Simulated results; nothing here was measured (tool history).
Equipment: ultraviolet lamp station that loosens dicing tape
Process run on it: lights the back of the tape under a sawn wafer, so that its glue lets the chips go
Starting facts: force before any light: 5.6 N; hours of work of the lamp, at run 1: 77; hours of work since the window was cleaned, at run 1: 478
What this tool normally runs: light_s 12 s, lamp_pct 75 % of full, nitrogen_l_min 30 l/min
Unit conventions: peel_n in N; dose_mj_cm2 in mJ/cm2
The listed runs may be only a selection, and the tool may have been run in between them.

run    hour  light_s  lamp_pct  nitrogen_l_min  hours of work of the lamp  hours of work since the window was cleaned  peel_n  dose_mj_cm2
  1     0.0       12        75              30                         77                                         478   0.629          371
  2    63.2       12        75              30                        102                                         503   0.632          369
       68.8  -- window cleaned of glue's vapour
  3   109.1       12        75              30                        121                                          16   0.564          398
  4   179.0       12        75              30                        149                                          44   0.569          393
  5   222.5       12        75              30                        166                                          62   0.584          390
  6   270.2       12        75              30                        185                                          81   0.585          390
  7   311.7       12        81              30                        202                                          97   0.506          418
  8   363.0       12        81              22                        222                                         118   0.604          416
  9   416.7       12        81              22                        244                                         139   0.621          411
 10   475.2        7        75              30                        267                                         163   1.453          221
 11   524.5        7        75              30                        287                                         183   1.494          217
 12   592.3        7        73              13                        314                                         210   2.086          213
 13   655.7        7        73              13                        340                                         235   2.112          204
 14   708.1       13        73              23                        361                                         256   0.704          382
 15   774.2       22        74              23                        387                                         283   0.244          643
 16   817.4       12        75              11                        404                                         300   1.138          353
 17   852.4       12        89              17                        418                                         314   0.691          421
 18   923.4        6        89              27                        447                                         343   1.675          210
 19   992.8        6        89              27                        475                                         370   1.613          204
 20  1059.1        6        89              27                        501                                         397   1.667          203

Some steps in peel_n between neighbouring runs. How much of each would the tool show without its hidden state too (settings, what came in, random variation), and how much is left for the hidden state, with any gauge scatter that isn't in both results?
Hidden state present: lamp's light, % of a new lamp's; light that the window lets through, % of a clean one's; drift of the gauge itself on peel_n, %; drift of the gauge itself on dose_mj_cm2, %.
Run 13 -> 14: light_s 7 -> 13, nitrogen_l_min 13 -> 23. peel_n -1.408 N: hidden state -0.092, all else -1.316.
Run 15 -> 16: light_s 22 -> 12, lamp_pct 74 -> 75, nitrogen_l_min 23 -> 11. peel_n +0.894 N: hidden state +0.184, all else +0.710.
Run 17 -> 18: light_s 12 -> 6, nitrogen_l_min 17 -> 27. peel_n +0.984 N: hidden state +0.143, all else +0.841.
